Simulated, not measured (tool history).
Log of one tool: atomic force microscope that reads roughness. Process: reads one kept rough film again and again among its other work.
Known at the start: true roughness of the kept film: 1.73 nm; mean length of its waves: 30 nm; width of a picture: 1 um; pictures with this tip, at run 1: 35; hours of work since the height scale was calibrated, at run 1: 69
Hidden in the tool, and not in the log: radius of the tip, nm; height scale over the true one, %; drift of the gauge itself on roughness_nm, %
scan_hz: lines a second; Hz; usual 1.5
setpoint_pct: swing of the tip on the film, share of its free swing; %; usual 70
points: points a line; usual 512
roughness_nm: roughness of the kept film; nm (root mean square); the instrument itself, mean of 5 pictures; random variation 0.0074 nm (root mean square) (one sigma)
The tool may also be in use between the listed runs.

run,day,scan_hz,setpoint_pct,points,pictures with this tip,hours of work since the height scale was calibrated,roughness_nm
1,0,1.5,70,512,35,69,1.418
2,0.417,1.5,70,512,56,76,1.359
# day 0.6: new tip fitted
3,0.888,1.5,70,512,15,85,1.506
4,1.375,1.5,70,512,39,94,1.419
5,1.675,1.5,70,512,55,99,1.385
# day 1.912: new tip fitted
6,2.179,1.5,70,512,13,108,1.51
7,2.708,1.5,75,512,40,118,1.411
# day 3.208: new tip fitted
8,3.208,1.5,75,512,0,127,1.53
9,3.55,1.5,70,556,17,133,1.509
10,4.046,1.5,70,556,42,142,1.419
11,4.446,1.5,70,669,63,150,1.373
# day 4.521: new tip fitted
12,4.767,1.5,63,512,13,155,1.526
13,5.333,1.5,70,512,42,166,1.425
# day 5.804: new tip fitted
14,5.871,1.5,70,512,3,176,1.548
15,6.254,1.5,70,512,22,183,1.484
16,6.496,1.5,70,512,35,187,1.449
17,6.771,0.67,70,512,49,192,1.433
18,7.021,0.67,70,512,62,197,1.405
# day 7.108: new tip fitted
19,7.329,0.67,70,512,11,202,1.55
20,7.617,0.67,70,512,26,208,1.498
21,8.146,1.5,70,512,53,217,1.384
# day 8.4: new tip fitted
22,8.512,1.5,70,512,5,224,1.553
23,8.879,1.5,70,512,24,231,1.467
24,9.262,1.5,70,512,44,238,1.41
# day 9.725: new tip fitted
25,9.779,1.5,70,512,3,247,1.531
26,10.067,1.5,70,512,18,252,1.489
27,10.367,1.5,86,376,33,258,1.363
28,10.825,0.51,88,270,56,266,1.387
# day 11.062: new tip fitted
29,11.312,1.68,56,286,13,275,1.548
30,11.771,1.68,56,286,36,283,1.467
31,12.325,1.68,56,286,64,294,1.378
# day 12.396: new tip fitted
32,12.867,0.54,70,512,24,303,1.52
33,13.242,0.7,62,409,43,310,1.46
34,13.529,1.74,62,928,58,316,1.398
# day 13.704: new tip fitted
35,13.879,1.74,62,928,9,322,1.547
36,14.129,0.52,74,342,22,326,1.511
37,14.604,2.45,74,526,46,335,1.328
# day 15.025: new tip fitted
38,15.133,1.5,70,282,5,345,1.515
39,15.404,1.5,70,282,19,350,1.464
40,15.796,2.45,65,633,39,357,1.416
41,16.296,1.5,56,514,64,366,1.383
# day 16.354: new tip fitted
42,16.654,1.5,85,514,16,372,1.42
43,16.954,1.14,80,270,31,378,1.426
44,17.454,1.83,67,292,56,387,1.364
# day 17.642: new tip fitted
45,17.979,1.5,76,512,17,397,1.473
46,18.271,1.38,70,997,32,402,1.456
47,18.658,1.38,70,997,52,409,1.396
# day 18.962: new tip fitted
48,19.129,1.5,83,483,9,417,1.454
49,19.375,0.55,56,721,21,422,1.552
50,19.817,1.5,86,512,44,430,1.337
51,20.171,1.5,86,512,61,437,1.29

Forecast each of these 5 alternatives for the next run:
# day 20.258: new tip fitted
A,20.633,1.5,60,565,19,445,?
# day 20.258: new tip fitted
B,20.633,1.5,67,512,19,445,?
# day 20.258: new tip fitted
C,20.633,1.5,82,909,19,445,?
# day 20.258: new tip fitted
D,20.633,0.53,90,512,19,445,?
# day 20.258: new tip fitted
E,20.633,1.57,66,866,19,445,?

run,roughness_nm
A,1.527
B,1.501
C,1.445
D,1.5
E,1.499
Without the tool's hidden state the same runs would have given:
run,roughness_nm
A,1.597
B,1.57
C,1.511
D,1.569
E,1.568
